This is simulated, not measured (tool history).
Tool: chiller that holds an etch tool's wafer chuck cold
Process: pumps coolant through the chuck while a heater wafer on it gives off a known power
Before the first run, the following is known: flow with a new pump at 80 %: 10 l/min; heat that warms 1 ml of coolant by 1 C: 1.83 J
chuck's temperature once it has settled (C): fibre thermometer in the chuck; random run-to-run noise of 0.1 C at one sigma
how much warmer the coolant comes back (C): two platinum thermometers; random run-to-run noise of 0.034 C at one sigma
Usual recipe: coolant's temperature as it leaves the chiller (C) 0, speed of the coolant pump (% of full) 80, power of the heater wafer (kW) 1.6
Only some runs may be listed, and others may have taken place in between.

run	hour	coolant's temperature as it leaves the chiller (C)	speed of the coolant pump (% of full)	power of the heater wafer (kW)	chuck's temperature once it has settled (C)	how much warmer the coolant comes back (C)
1	0	0	80	1.6	18.1	5.39
2	41.9	0	80	1.6	18.2	5.32
3	86.1	0	80	1.6	18.1	5.32
4	115.8	0	80	1.6	18.3	5.38
5	148.4	0	80	1.6	18.4	5.32
6	193.3	0	80	1.6	18.1	5.28
7	223.6	0	80	1.6	18.3	5.38
8	248.3	0	80	1.6	18.5	5.39
9	289.6	0	80	1.6	18.3	5.34
10	335.7	0	84	1.6	17.6	5.1
11	368.2	0	80	1.6	18.3	5.43
12	409.4	0	80	1.6	18.4	5.42
13	459.2	-1	80	1.6	17.4	5.41
14	491.6	-1	80	1.6	17.5	5.41
15	522.8	-1	80	2.163	24	7.25
16	573.1	0	80	1.6	18.6	5.34
17	600.3	8	74	1.034	20.6	3.77
18	649.3	8	65	0.857	19.5	3.64
19	674.1	-2	65	0.857	9.6	3.62
20	704	8	99	1.037	18.3	2.83
21	725.5	8	99	1.037	18.3	2.81
22	767.1	2	96	1.041	12.6	2.94
23	804.1	2	96	1.041	12.6	2.87
24	838.7	3	70	1.6	23.8	6.29
25	891.2	3	70	1.6	23.8	6.25
26	920.3	3	89	2.028	25.1	6.16
27	961	-4	88	1.869	16.5	5.73
28	1002.9	-4	78	1.215	10.6	4.25
29	1041.7	-6	76	1.6	13.5	5.82
30	1086.5	-6	76	1.6	13.5	5.84
31	1122.6	-10	76	0.969	1.9	3.47

Consider 4 possible next runs. They are alternatives, not a sequence: every one starts from the tool as it was left by run 31. What does each give?
A	1149.3	7	93	1.383	?	?
B	1149.3	5	82	1.6	?	?
C	1149.3	7	75	1.028	?	?
D	1149.3	9	76	0.829	?	?

run	chuck's temperature once it has settled (C)	how much warmer the coolant comes back (C)
A	21.6	4.06
B	23.7	5.36
C	19.8	3.74
D	19.1	2.99
With the hidden condition removed and each run's random variation left untouched, the same runs would have given:
run	chuck's temperature once it has settled (C)	how much warmer the coolant comes back (C)
A	18.7	3.88
B	20	5.12
C	17.3	3.57
D	17.1	2.86

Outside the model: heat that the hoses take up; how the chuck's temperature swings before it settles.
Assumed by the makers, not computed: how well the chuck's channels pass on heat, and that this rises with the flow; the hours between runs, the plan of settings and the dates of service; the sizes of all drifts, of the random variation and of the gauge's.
